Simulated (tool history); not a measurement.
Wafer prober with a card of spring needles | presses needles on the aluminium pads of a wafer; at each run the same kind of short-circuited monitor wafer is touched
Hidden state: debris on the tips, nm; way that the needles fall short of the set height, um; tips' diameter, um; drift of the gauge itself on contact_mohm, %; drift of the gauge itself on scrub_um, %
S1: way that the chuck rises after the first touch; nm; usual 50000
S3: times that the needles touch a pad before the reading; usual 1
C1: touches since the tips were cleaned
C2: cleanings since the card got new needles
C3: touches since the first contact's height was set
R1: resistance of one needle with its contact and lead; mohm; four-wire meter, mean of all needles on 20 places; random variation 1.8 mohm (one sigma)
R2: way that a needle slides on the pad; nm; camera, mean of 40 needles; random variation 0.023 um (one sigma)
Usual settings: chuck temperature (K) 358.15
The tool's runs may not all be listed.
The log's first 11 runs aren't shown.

-- hour=184.8 tips cleaned on abrasive film
-- hour=196.3 tips cleaned on abrasive film
run 12 hour=201.7 | S1=50000 chuck_temperature_(K)=343.15 S3=1 | C1=2780 C2=57 C3=101084 | R1=182 R2=10870
-- hour=207.8 tips cleaned on abrasive film
run 13 hour=215.6 | S1=50000 chuck_temperature_(K)=358.15 S3=1 | C1=4020 C2=58 C3=108245 | R1=184 R2=10880
-- hour=220 tips cleaned on abrasive film
-- hour=230.7 tips cleaned on abrasive film
run 14 hour=237.9 | S1=50000 chuck_temperature_(K)=358.15 S3=2 | C1=3720 C2=60 C3=119606 | R1=188 R2=10940
-- hour=241.9 tips cleaned on abrasive film
-- hour=248.8 height of the first contact set anew
-- hour=254.4 tips cleaned on abrasive film
run 15 hour=254.4 | S1=50000 chuck_temperature_(K)=358.15 S3=2 | C1=0 C2=62 C3=2850 | R1=186 R2=10960
-- hour=265.9 tips cleaned on abrasive film
-- hour=276.5 tips cleaned on abrasive film
run 16 hour=277.4 | S1=50000 chuck_temperature_(K)=358.15 S3=2 | C1=484 C2=64 C3=14620 | R1=187 R2=10980
-- hour=287.8 tips cleaned on abrasive film
run 17 hour=296.4 | S1=50000 chuck_temperature_(K)=365.15 S3=2 | C1=4428 C2=65 C3=24345 | R1=189 R2=10950
-- hour=299.6 tips cleaned on abrasive film
-- hour=310.4 tips cleaned on abrasive film
run 18 hour=317.2 | S1=49000 chuck_temperature_(K)=347.15 S3=3 | C1=3492 C2=67 C3=34967 | R1=186 R2=10770
-- hour=322.8 tips cleaned on abrasive film
-- hour=334.3 tips cleaned on abrasive film
run 19 hour=339.2 | S1=49000 chuck_temperature_(K)=347.15 S3=3 | C1=2529 C2=69 C3=46228 | R1=187 R2=10780
-- hour=345 tips cleaned on abrasive film
-- hour=355.5 tips cleaned on abrasive film
-- hour=366.1 tips cleaned on abrasive film
run 20 hour=366.1 | S1=50000 chuck_temperature_(K)=299.15 S3=1 | C1=0 C2=72 C3=59925 | R1=170 R2=10930
-- hour=377.4 tips cleaned on abrasive film
run 21 hour=381.4 | S1=50000 chuck_temperature_(K)=299.15 S3=1 | C1=2038 C2=73 C3=67765 | R1=173 R2=10980
-- hour=389.1 tips cleaned on abrasive film
-- hour=400.8 tips cleaned on abrasive film
run 22 hour=401.5 | S1=50000 chuck_temperature_(K)=299.15 S3=1 | C1=370 C2=75 C3=78024 | R1=170 R2=10950
-- hour=412.4 tips cleaned on abrasive film
run 23 hour=421.8 | S1=54000 chuck_temperature_(K)=327.15 S3=1 | C1=4867 C2=76 C3=88452 | R1=173 R2=11830
-- hour=424.3 tips cleaned on abrasive film
run 24 hour=433.4 | S1=68000 chuck_temperature_(K)=327.15 S3=2 | C1=4689 C2=77 C3=94377 | R1=168 R2=14910
-- hour=435.5 tips cleaned on abrasive film
-- hour=446.7 tips cleaned on abrasive film
run 25 hour=453.2 | S1=56000 chuck_temperature_(K)=358.15 S3=1 | C1=3335 C2=79 C3=104484 | R1=184 R2=12240
-- hour=458.9 tips cleaned on abrasive film
run 26 hour=467.4 | S1=46000 chuck_temperature_(K)=358.15 S3=3 | C1=4405 C2=80 C3=111786 | R1=191 R2=10010
-- hour=469.9 tips cleaned on abrasive film
-- hour=480.7 tips cleaned on abrasive film
run 27 hour=480.7 | S1=46000 chuck_temperature_(K)=358.15 S3=3 | C1=0 C2=82 C3=118531 | R1=191 R2=10090
-- hour=492 tips cleaned on abrasive film
-- hour=492.3 height of the first contact set anew
-- hour=503.4 tips cleaned on abrasive film
run 28 hour=504.2 | S1=44000 chuck_temperature_(K)=312.15 S3=2 | C1=434 C2=84 C3=6081 | R1=182 R2=9620
-- hour=515.3 tips cleaned on abrasive film
-- hour=527.8 tips cleaned on abrasive film
run 29 hour=530.9 | S1=63000 chuck_temperature_(K)=367.15 S3=3 | C1=1570 C2=86 C3=19725 | R1=183 R2=13790
-- hour=538.4 tips cleaned on abrasive film
run 30 hour=543.4 | S1=63000 chuck_temperature_(K)=367.15 S3=3 | C1=2599 C2=87 C3=26154 | R1=179 R2=13780
-- hour=549.5 tips cleaned on abrasive film
run 31 hour=555.2 | S1=57000 chuck_temperature_(K)=358.15 S3=1 | C1=2981 C2=88 C3=32200 | R1=184 R2=12480

3 ways to go on from here, each from the tool as it stands after run 31. What would each give?
-- hour=562 tips cleaned on abrasive film
-- hour=573.2 tips cleaned on abrasive film
run A hour=578.2 | S1=52000 chuck_temperature_(K)=358.15 S3=3 | C1=2609 C2=90 C3=43941 | R1=? R2=?
-- hour=562 tips cleaned on abrasive film
-- hour=573.2 tips cleaned on abrasive film
run B hour=578.2 | S1=36000 chuck_temperature_(K)=369.15 S3=1 | C1=2609 C2=90 C3=43941 | R1=? R2=?
-- hour=562 tips cleaned on abrasive film
-- hour=573.2 tips cleaned on abrasive film
run C hour=578.2 | S1=50000 chuck_temperature_(K)=396.15 S3=1 | C1=2609 C2=90 C3=43941 | R1=? R2=?

run=A R1=183 R2=11410
run=B R1=208 R2=7900
run=C R1=198 R2=10980
Without the tool's hidden state the same runs would have given:
run=A R1=183 R2=11410
run=B R1=208 R2=7900
run=C R1=198 R2=10980
